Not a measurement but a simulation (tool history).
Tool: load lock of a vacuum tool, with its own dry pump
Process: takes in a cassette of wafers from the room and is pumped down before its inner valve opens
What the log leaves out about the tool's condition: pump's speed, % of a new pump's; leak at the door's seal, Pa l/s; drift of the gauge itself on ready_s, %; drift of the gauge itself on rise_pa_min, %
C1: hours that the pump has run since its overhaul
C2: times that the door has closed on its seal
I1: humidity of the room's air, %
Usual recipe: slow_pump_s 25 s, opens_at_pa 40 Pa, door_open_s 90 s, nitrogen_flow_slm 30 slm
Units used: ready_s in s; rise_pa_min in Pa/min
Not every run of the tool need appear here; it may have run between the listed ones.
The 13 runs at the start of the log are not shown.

run 14 day=68.862 | slow_pump_s=25 opens_at_pa=40 door_open_s=90 nitrogen_flow_slm=30 | C1=14537 C2=11075 | I1=47.2 | ready_s=41.3 rise_pa_min=0.029
run 15 day=73.679 | slow_pump_s=22 opens_at_pa=40 door_open_s=90 nitrogen_flow_slm=30 | C1=14653 C2=11241 | I1=46.3 | ready_s=39.1 rise_pa_min=0.028
run 16 day=78.550 | slow_pump_s=32 opens_at_pa=40 door_open_s=90 nitrogen_flow_slm=30 | C1=14770 C2=11409 | I1=48.5 | ready_s=47.0 rise_pa_min=0.038
run 17 day=82.225 | slow_pump_s=25 opens_at_pa=40 door_open_s=90 nitrogen_flow_slm=30 | C1=14858 C2=11536 | I1=46.7 | ready_s=41.2 rise_pa_min=0.032
run 18 day=85.988 | slow_pump_s=25 opens_at_pa=40 door_open_s=90 nitrogen_flow_slm=30 | C1=14948 C2=11666 | I1=44.7 | ready_s=41.5 rise_pa_min=0.030
run 19 day=89.425 | slow_pump_s=25 opens_at_pa=40 door_open_s=90 nitrogen_flow_slm=30 | C1=15031 C2=11785 | I1=44.7 | ready_s=41.8 rise_pa_min=0.027
run 20 day=95.392 | slow_pump_s=25 opens_at_pa=40 door_open_s=52 nitrogen_flow_slm=24 | C1=15174 C2=11991 | I1=42.0 | ready_s=41.8 rise_pa_min=0.020
run 21 day=102.775 | slow_pump_s=38 opens_at_pa=30 door_open_s=90 nitrogen_flow_slm=30 | C1=15351 C2=12246 | I1=44.3 | ready_s=51.6 rise_pa_min=0.028
run 22 day=105.892 | slow_pump_s=38 opens_at_pa=30 door_open_s=90 nitrogen_flow_slm=30 | C1=15426 C2=12353 | I1=43.3 | ready_s=51.3 rise_pa_min=0.030
run 23 day=109.329 | slow_pump_s=38 opens_at_pa=30 door_open_s=90 nitrogen_flow_slm=30 | C1=15508 C2=12472 | I1=47.8 | ready_s=51.3 rise_pa_min=0.028
run 24 day=116.688 | slow_pump_s=45 opens_at_pa=40 door_open_s=91 nitrogen_flow_slm=7 | C1=15685 C2=12726 | I1=45.4 | ready_s=56.2 rise_pa_min=0.048
-- day=121.429 dry pump taken out, an overhauled one fitted
run 25 day=123.250 | slow_pump_s=45 opens_at_pa=40 door_open_s=91 nitrogen_flow_slm=7 | C1=44 C2=12944 | I1=44.3 | ready_s=55.8 rise_pa_min=0.038
run 26 day=126.704 | slow_pump_s=41 opens_at_pa=39 door_open_s=38 nitrogen_flow_slm=5 | C1=127 C2=13063 | I1=44.6 | ready_s=52.5 rise_pa_min=0.036
run 27 day=130.633 | slow_pump_s=41 opens_at_pa=42 door_open_s=31 nitrogen_flow_slm=12 | C1=221 C2=13199 | I1=44.3 | ready_s=52.8 rise_pa_min=0.020
run 28 day=134.762 | slow_pump_s=41 opens_at_pa=42 door_open_s=31 nitrogen_flow_slm=12 | C1=320 C2=13341 | I1=45.7 | ready_s=52.5 rise_pa_min=0.023
run 29 day=139.562 | slow_pump_s=41 opens_at_pa=42 door_open_s=31 nitrogen_flow_slm=12 | C1=435 C2=13507 | I1=41.6 | ready_s=53.0 rise_pa_min=0.026
run 30 day=144.067 | slow_pump_s=30 opens_at_pa=46 door_open_s=70 nitrogen_flow_slm=10 | C1=543 C2=13663 | I1=45.8 | ready_s=44.6 rise_pa_min=0.036
run 31 day=149.338 | slow_pump_s=20 opens_at_pa=62 door_open_s=90 nitrogen_flow_slm=17 | C1=670 C2=13845 | I1=42.9 | ready_s=36.4 rise_pa_min=0.033
run 32 day=153.683 | slow_pump_s=47 opens_at_pa=71 door_open_s=43 nitrogen_flow_slm=17 | C1=774 C2=13995 | I1=48.8 | ready_s=56.0 rise_pa_min=0.021
run 33 day=158.017 | slow_pump_s=14 opens_at_pa=79 door_open_s=96 nitrogen_flow_slm=18 | C1=878 C2=14144 | I1=47.0 | ready_s=31.6 rise_pa_min=0.035
run 34 day=164.608 | slow_pump_s=14 opens_at_pa=79 door_open_s=96 nitrogen_flow_slm=18 | C1=1036 C2=14372 | I1=44.2 | ready_s=31.5 rise_pa_min=0.032
run 35 day=169.821 | slow_pump_s=25 opens_at_pa=36 door_open_s=90 nitrogen_flow_slm=32 | C1=1161 C2=14552 | I1=47.1 | ready_s=42.0 rise_pa_min=0.033
run 36 day=174.500 | slow_pump_s=25 opens_at_pa=36 door_open_s=90 nitrogen_flow_slm=32 | C1=1274 C2=14713 | I1=47.0 | ready_s=41.7 rise_pa_min=0.027
run 37 day=181.129 | slow_pump_s=34 opens_at_pa=45 door_open_s=90 nitrogen_flow_slm=4 | C1=1433 C2=14942 | I1=45.4 | ready_s=47.1 rise_pa_min=0.052

Consider 3 possible next runs. They are alternatives, not a sequence: every one starts from the tool as it was left by run 37. What does each give?
run A day=187.671 | slow_pump_s=25 opens_at_pa=48 door_open_s=106 nitrogen_flow_slm=38 | C1=1590 C2=15168 | I1=46.6 | ready_s=? rise_pa_min=?
run B day=187.671 | slow_pump_s=25 opens_at_pa=31 door_open_s=41 nitrogen_flow_slm=13 | C1=1590 C2=15168 | I1=46.2 | ready_s=? rise_pa_min=?
run C day=187.671 | slow_pump_s=16 opens_at_pa=54 door_open_s=240 nitrogen_flow_slm=4 | C1=1590 C2=15168 | I1=43.8 | ready_s=? rise_pa_min=?

run=A ready_s=40.9 rise_pa_min=0.029
run=B ready_s=41.9 rise_pa_min=0.030
run=C ready_s=34.0 rise_pa_min=0.074
What these runs would have given with no unlogged condition in the tool:
run=A ready_s=40.9 rise_pa_min=0.028
run=B ready_s=41.9 rise_pa_min=0.029
run=C ready_s=34.0 rise_pa_min=0.073
